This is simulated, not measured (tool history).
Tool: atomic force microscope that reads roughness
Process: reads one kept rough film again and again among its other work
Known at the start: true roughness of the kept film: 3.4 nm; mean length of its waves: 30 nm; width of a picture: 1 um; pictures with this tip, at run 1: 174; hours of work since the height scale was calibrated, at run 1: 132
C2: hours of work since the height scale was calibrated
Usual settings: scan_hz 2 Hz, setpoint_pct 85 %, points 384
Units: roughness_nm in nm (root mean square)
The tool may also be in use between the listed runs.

Run 1, day 0: usual settings; pictures with this tip 174; C2 132. Result: roughness_nm 2.162 nm (root mean square).
Run 2, day 0.333: usual settings; pictures with this tip 184; C2 138. Result: roughness_nm 2.176 nm (root mean square).
Run 3, day 0.612: usual settings; pictures with this tip 193; C2 143. Result: roughness_nm 2.151 nm (root mean square).
Run 4, day 0.779: usual settings; pictures with this tip 198; C2 146. Result: roughness_nm 2.155 nm (root mean square).
Run 5, day 1.138: usual settings; pictures with this tip 208; C2 152. Result: roughness_nm 2.143 nm (root mean square).
Run 6, day 1.467: usual settings; pictures with this tip 218; C2 158. Result: roughness_nm 2.109 nm (root mean square).
Run 7, day 1.633: usual settings; pictures with this tip 223; C2 161. Result: roughness_nm 2.118 nm (root mean square).
Run 8, day 1.8: usual settings; pictures with this tip 228; C2 164. Result: roughness_nm 2.105 nm (root mean square).
Run 9, day 1.962: usual settings but setpoint_pct 62 %; pictures with this tip 233; C2 167. Result: roughness_nm 2.417 nm (root mean square).
Run 10, day 2.2: usual settings but scan_hz 2.31 Hz; pictures with this tip 240; C2 171. Result: roughness_nm 2.037 nm (root mean square).
Run 11, day 2.425: usual settings but scan_hz 2.31 Hz; pictures with this tip 247; C2 176. Result: roughness_nm 2.02 nm (root mean square).
Run 12, day 2.588: usual settings but scan_hz 0.67 Hz; pictures with this tip 252; C2 178. Result: roughness_nm 2.382 nm (root mean square).
Run 13, day 2.8: usual settings; pictures with this tip 258; C2 182. Result: roughness_nm 2.051 nm (root mean square).
Run 14, day 3.138: usual settings but points 480; pictures with this tip 269; C2 188. Result: roughness_nm 2.059 nm (root mean square).
At day 3.208: height scale calibrated on a step standard.
Run 15, day 3.558: usual settings but scan_hz 3.27 Hz, points 274; pictures with this tip 280; C2 6. Result: roughness_nm 1.811 nm (root mean square).
At day 3.842: height scale calibrated on a step standard, once more.
Run 16, day 3.896: usual settings but scan_hz 3.24 Hz, points 797; pictures with this tip 289; C2 1. Result: roughness_nm 1.841 nm (root mean square).
Run 17, day 4.221: usual settings but scan_hz 0.74 Hz, points 766; pictures with this tip 299; C2 7. Result: roughness_nm 2.312 nm (root mean square).
Run 18, day 4.458: usual settings but scan_hz 2.71 Hz, points 1015; pictures with this tip 306; C2 11. Result: roughness_nm 1.92 nm (root mean square).
Run 19, day 4.779: usual settings but scan_hz 1.32 Hz, points 347; pictures with this tip 315; C2 17. Result: roughness_nm 2.157 nm (root mean square).
Run 20, day 5.008: usual settings but scan_hz 1.32 Hz, points 635; pictures with this tip 322; C2 21. Result: roughness_nm 2.143 nm (root mean square).
At day 5.046: new tip fitted.
Run 21, day 5.362: usual settings but scan_hz 2.84 Hz, setpoint_pct 89 %, points 1019; pictures with this tip 9; C2 27. Result: roughness_nm 2.213 nm (root mean square).
Run 22, day 5.617: usual settings but points 399; pictures with this tip 17; C2 32. Result: roughness_nm 2.468 nm (root mean square).
Run 23, day 5.775: usual settings but points 399; pictures with this tip 22; C2 34. Result: roughness_nm 2.448 nm (root mean square).
Run 24, day 6.075: usual settings but scan_hz 1.97 Hz, setpoint_pct 74 %; pictures with this tip 31; C2 40. Result: roughness_nm 2.646 nm (root mean square).
Run 25, day 6.296: usual settings but scan_hz 1.97 Hz, setpoint_pct 74 %; pictures with this tip 37; C2 44. Result: roughness_nm 2.648 nm (root mean square).
Run 26, day 6.608: usual settings but scan_hz 2.44 Hz, setpoint_pct 59 %, points 286; pictures with this tip 47; C2 49. Result: roughness_nm 2.752 nm (root mean square).
Run 27, day 6.871: usual settings but scan_hz 2.44 Hz, setpoint_pct 59 %, points 286; pictures with this tip 55; C2 54. Result: roughness_nm 2.735 nm (root mean square).

Some steps in roughness_nm between neighbouring runs. How much of each would the tool show without its hidden state too (settings, what came in, random variation), and how much is left for the hidden state, with any gauge scatter that isn't in both results?
The hidden state here: radius of the tip, nm; height scale over the true one, %; drift of the gauge itself on roughness_nm, %.
Run 16 -> 17: scan_hz 3.24 -> 0.74, points 797 -> 766. roughness_nm +0.471 nm (root mean square): hidden state -0.122, all else +0.593.
Run 17 -> 18: scan_hz 0.74 -> 2.71, points 766 -> 1015. roughness_nm -0.392 nm (root mean square): hidden state +0.08, all else -0.472.
Run 20 -> 21: scan_hz 1.32 -> 2.84, setpoint_pct 85 -> 89, points 635 -> 1019, new tip fitted. roughness_nm +0.07 nm (root mean square): hidden state +0.511, all else -0.441.
